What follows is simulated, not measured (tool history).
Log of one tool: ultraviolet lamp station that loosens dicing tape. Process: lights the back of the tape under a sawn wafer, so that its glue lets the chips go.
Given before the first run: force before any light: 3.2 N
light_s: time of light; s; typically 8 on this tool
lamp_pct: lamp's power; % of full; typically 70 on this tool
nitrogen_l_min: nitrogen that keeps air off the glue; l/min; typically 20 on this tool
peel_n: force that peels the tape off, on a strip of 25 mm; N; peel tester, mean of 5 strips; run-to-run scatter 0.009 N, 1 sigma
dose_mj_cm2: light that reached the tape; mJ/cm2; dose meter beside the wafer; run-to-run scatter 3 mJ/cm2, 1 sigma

run     day  light_s  lamp_pct  nitrogen_l_min  peel_n  dose_mj_cm2
  1       0        8        70              20    0.51          341
  2   1.021        8        70              20   0.535          340
  3     1.5        8        70              20   0.541          334
  4   2.379        8        70              20   0.549          334
  5   3.271        4        70              20   1.254          165
  6   4.217        8        66              20   0.628          309
  7   4.662        8        70              20   0.588          327
  8   5.321        8        70              20   0.596          322
  9   5.908        8        70              20   0.576          318
 10   6.338        8        89              20   0.405          400
 11   7.175        8        89              20   0.431          396
 12     7.6        8        69               6   0.927          309
 13   8.258       13        62               7   0.535          450
 14   9.258        8        74               6   0.855          320
 15  10.225        8        70               9   0.802          301
 16  11.046       11        97               9   0.335          566
 17  11.983        8        65              37   0.622          279
 18  12.421        5        70              20   1.167          182
 19  13.212       13        63              19   0.385          420
     13.646  -- window cleaned of glue's vapour
 20  13.892        7        85              20    0.55          334
 21    14.7        7        75              36   0.574          289

3 ways to go on from here, each from the tool as it stands after run 21. What would each give?
  A  15.75        7        74              36       ?            ?
  B  15.75       10        71               9       ?            ?
  C  15.75        8        65               7       ?            ?

run  peel_n  dose_mj_cm2
  A   0.627          282
  B   0.598          380
  C   0.941          280
What these runs would have given with no unlogged condition in the tool:
run  peel_n  dose_mj_cm2
  A   0.372          410
  B   0.349          555
  C   0.589          409
